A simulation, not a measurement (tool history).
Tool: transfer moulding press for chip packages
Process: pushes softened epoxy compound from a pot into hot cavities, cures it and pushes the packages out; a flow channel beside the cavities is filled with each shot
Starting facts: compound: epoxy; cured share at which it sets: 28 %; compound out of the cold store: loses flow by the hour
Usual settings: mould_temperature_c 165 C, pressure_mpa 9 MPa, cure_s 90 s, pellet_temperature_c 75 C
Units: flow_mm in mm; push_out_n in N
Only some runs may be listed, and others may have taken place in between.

| run | day | mould_temperature_c | pressure_mpa | cure_s | pellet_temperature_c | incoming compound's hours out of the cold store | flow_mm | push_out_n |
|---|---|---|---|---|---|---|---|---|
| 1 | 0 | 165 | 9 | 90 | 75 | 8.3 | 888 | 291 |
|  | 0.938 | cavities cleaned with cleaning compound and waxed |
|  | 1.246 | plunger's sealing rings changed |
| 2 | 1.967 | 165 | 9 | 90 | 75 | 21 | 841 | 318 |
|  | 2.296 | cavities cleaned with cleaning compound and waxed |
|  | 3.504 | cavities cleaned with cleaning compound and waxed |
|  | 4.838 | cavities cleaned with cleaning compound and waxed |
| 3 | 5.567 | 165 | 9 | 90 | 75 | 9 | 894 | 314 |
|  | 6.171 | cavities cleaned with cleaning compound and waxed |
|  | 7.571 | cavities cleaned with cleaning compound and waxed |
|  | 8.442 | plunger's sealing rings changed |
| 4 | 8.458 | 165 | 9 | 90 | 75 | 27.9 | 795 | 305 |
|  | 9.033 | cavities cleaned with cleaning compound and waxed |
|  | 10.258 | cavities cleaned with cleaning compound and waxed |
|  | 11.396 | mould's thermocouples calibrated |
|  | 11.679 | cavities cleaned with cleaning compound and waxed |
| 5 | 12.346 | 165 | 9 | 90 | 75 | 36.9 | 737 | 316 |
|  | 12.921 | cavities cleaned with cleaning compound and waxed |
|  | 14.058 | cavities cleaned with cleaning compound and waxed |
| 6 | 15 | 165 | 9 | 90 | 75 | 8.7 | 881 | 348 |
|  | 15.258 | cavities cleaned with cleaning compound and waxed |
|  | 15.867 | plunger's sealing rings changed |
|  | 16.696 | cavities cleaned with cleaning compound and waxed |
|  | 17.992 | cavities cleaned with cleaning compound and waxed |
| 7 | 18.012 | 165 | 9 | 90 | 75 | 21.2 | 842 | 223 |
|  | 19.146 | cavities cleaned with cleaning compound and waxed |
|  | 20.317 | cavities cleaned with cleaning compound and waxed |
| 8 | 21.275 | 163 | 8.39 | 105 | 77 | 41.2 | 679 | 289 |
|  | 21.604 | cavities cleaned with cleaning compound and waxed |
|  | 22.912 | cavities cleaned with cleaning compound and waxed |
|  | 23.246 | plunger's sealing rings changed |
|  | 24.204 | cavities cleaned with cleaning compound and waxed |
|  | 25.354 | cavities cleaned with cleaning compound and waxed |
| 9 | 25.354 | 172 | 9.84 | 110 | 72 | 32.4 | 780 | 182 |
|  | 26.638 | cavities cleaned with cleaning compound and waxed |
|  | 27.875 | cavities cleaned with cleaning compound and waxed |
| 10 | 28.488 | 172 | 9.84 | 110 | 72 | 25.9 | 808 | 257 |
|  | 29.038 | cavities cleaned with cleaning compound and waxed |
|  | 30.396 | plunger's sealing rings changed |
|  | 30.458 | cavities cleaned with cleaning compound and waxed |
|  | 31.704 | cavities cleaned with cleaning compound and waxed |
| 11 | 31.704 | 172 | 9.84 | 110 | 72 | 14 | 899 | 184 |
|  | 32.908 | cavities cleaned with cleaning compound and waxed |
|  | 34.125 | cavities cleaned with cleaning compound and waxed |
|  | 35.288 | cavities cleaned with cleaning compound and waxed |
| 12 | 35.288 | 165 | 9.39 | 107 | 77 | 38.1 | 739 | 174 |

What if the next run were any one of these 5? Each begins from the tool's condition after run 12:
|  | 36.571 | cavities cleaned with cleaning compound and waxed |
|  | 37.642 | plunger's sealing rings changed |
|  | 37.925 | cavities cleaned with cleaning compound and waxed |
| A | 38.583 | 164 | 10.26 | 107 | 84 | 15.8 | ? | ? |
|  | 36.571 | cavities cleaned with cleaning compound and waxed |
|  | 37.642 | plunger's sealing rings changed |
|  | 37.925 | cavities cleaned with cleaning compound and waxed |
| B | 38.583 | 165 | 9.62 | 119 | 77 | 42.2 | ? | ? |
|  | 36.571 | cavities cleaned with cleaning compound and waxed |
|  | 37.642 | plunger's sealing rings changed |
|  | 37.925 | cavities cleaned with cleaning compound and waxed |
| C | 38.583 | 165 | 9 | 84 | 81 | 19.3 | ? | ? |
|  | 36.571 | cavities cleaned with cleaning compound and waxed |
|  | 37.642 | plunger's sealing rings changed |
|  | 37.925 | cavities cleaned with cleaning compound and waxed |
| D | 38.583 | 164 | 8.56 | 90 | 75 | 25.2 | ? | ? |
|  | 36.571 | cavities cleaned with cleaning compound and waxed |
|  | 37.642 | plunger's sealing rings changed |
|  | 37.925 | cavities cleaned with cleaning compound and waxed |
| E | 38.583 | 160 | 9.39 | 107 | 68 | 13.2 | ? | ? |

| run | flow_mm | push_out_n |
|---|---|---|
| A | 931 | 276 |
| B | 749 | 248 |
| C | 850 | 343 |
| D | 801 | 322 |
| E | 937 | 336 |
What these runs would have given with no unlogged condition in the tool:
| run | flow_mm | push_out_n |
|---|---|---|
| A | 942 | 198 |
| B | 758 | 173 |
| C | 859 | 253 |
| D | 810 | 236 |
| E | 948 | 247 |
